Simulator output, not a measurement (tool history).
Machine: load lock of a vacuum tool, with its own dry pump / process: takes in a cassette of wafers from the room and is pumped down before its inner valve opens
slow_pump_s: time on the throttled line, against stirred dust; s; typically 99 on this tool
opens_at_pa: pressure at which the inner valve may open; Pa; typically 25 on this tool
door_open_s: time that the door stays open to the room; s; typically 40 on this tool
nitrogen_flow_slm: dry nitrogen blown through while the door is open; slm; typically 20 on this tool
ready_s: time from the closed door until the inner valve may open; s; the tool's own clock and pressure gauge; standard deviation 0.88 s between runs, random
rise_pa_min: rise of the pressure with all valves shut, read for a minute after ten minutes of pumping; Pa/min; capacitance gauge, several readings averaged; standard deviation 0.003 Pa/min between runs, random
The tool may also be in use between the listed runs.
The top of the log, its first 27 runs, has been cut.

run	day	slow_pump_s	opens_at_pa	door_open_s	nitrogen_flow_slm	hours that the pump has run since its overhaul	times that the door has closed on its seal	incoming humidity of the room's air, %	ready_s	rise_pa_min
28	78.062	193	44	28	7	4820	5554	46	218.8	0.05
29	80.329	99	37	30	17	4874	5701	45.8	137.1	0.052
30	81.921	99	37	30	16	4913	5804	46.2	138.2	0.049
31	85.817	67	37	122	16	5006	6055	44.4	110.7	0.084
32	89.371	54	32	46	34	5091	6285	43.8	102.1	0.053
33	92.3	113	32	46	11	5162	6474	44.9	153.1	0.06
34	94.038	113	32	46	11	5203	6587	43.4	150.3	0.067
35	97.721	99	25	56	8	5292	6825	44.7	140.3	0.072
36	101.329	158	47	207	10	5378	7058	44.2	184.8	0.133

Branching from run 36: 4 alternative next runs. What would each branch give?
A	103.825	69	47	207	10	5438	7219	48	?	?
B	103.825	80	47	116	6	5438	7219	45.5	?	?
C	103.825	99	38	40	20	5438	7219	46	?	?
D	103.825	99	25	40	6	5438	7219	47.7	?	?

run	ready_s	rise_pa_min
A	110.9	0.145
B	120.1	0.107
C	138	0.056
D	141.8	0.07
Without the tool's hidden state the same runs would have given:
run	ready_s	rise_pa_min
A	107.6	0.119
B	116.9	0.082
C	135	0.031
D	138.5	0.044

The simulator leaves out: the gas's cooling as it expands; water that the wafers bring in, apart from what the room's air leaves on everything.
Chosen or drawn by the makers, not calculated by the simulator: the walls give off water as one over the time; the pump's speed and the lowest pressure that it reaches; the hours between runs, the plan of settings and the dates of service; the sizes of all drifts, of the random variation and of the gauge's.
